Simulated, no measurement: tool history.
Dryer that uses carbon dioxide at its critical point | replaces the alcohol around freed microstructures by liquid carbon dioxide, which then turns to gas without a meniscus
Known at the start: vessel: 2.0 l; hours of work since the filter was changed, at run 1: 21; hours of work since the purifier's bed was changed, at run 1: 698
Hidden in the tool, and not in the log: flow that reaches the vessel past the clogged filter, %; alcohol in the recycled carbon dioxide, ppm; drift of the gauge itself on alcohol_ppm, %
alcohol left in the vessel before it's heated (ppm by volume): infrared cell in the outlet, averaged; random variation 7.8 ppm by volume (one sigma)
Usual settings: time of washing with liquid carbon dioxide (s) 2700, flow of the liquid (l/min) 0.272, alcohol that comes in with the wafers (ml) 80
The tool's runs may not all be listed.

run,hour,time of washing with liquid carbon dioxide (s),flow of the liquid (l/min),alcohol that comes in with the wafers (ml),hours of work since the filter was changed,hours of work since the purifier's bed was changed,alcohol left in the vessel before it's heated (ppm by volume)
1,0,2700,0.272,80,21,698,601
2,21.4,3660,0.272,80,32,709,267
3,45.3,2700,0.415,80,43,720,203
4,72.2,2700,0.415,80,56,733,216
5,94.9,2700,0.272,117,67,744,840
6,130.8,2700,0.272,80,84,761,689
7,153.7,2700,0.272,80,95,772,674
8,190.3,2700,0.285,80,113,790,605
9,215.5,2700,0.285,80,125,802,620
10,255.2,3000,0.353,43,144,821,234
11,288.1,2940,0.402,59,160,837,208
12,325.2,3840,0.237,85,178,855,446
13,356.8,4140,0.237,85,193,870,374
14,374.1,4140,0.237,85,201,878,374
15,402.5,4140,0.237,85,215,892,374
16,427.8,3540,0.376,32,227,904,229
17,460.3,3000,0.272,80,242,919,656
18,482.7,2700,0.381,80,253,930,321

Forecast each of these 5 alternatives for the next run:
A,505.2,2700,0.272,91,264,941,?
B,505.2,2100,0.456,80,264,941,?
C,505.2,4020,0.381,60,264,941,?
D,505.2,3000,0.272,34,264,941,?
E,505.2,3420,0.272,80,264,941,?

run,alcohol left in the vessel before it's heated (ppm by volume)
A,997
B,382
C,224
D,410
E,443
Without the tool's hidden state the same runs would have given:
run,alcohol left in the vessel before it's heated (ppm by volume)
A,456
B,84
C,5
D,112
E,114
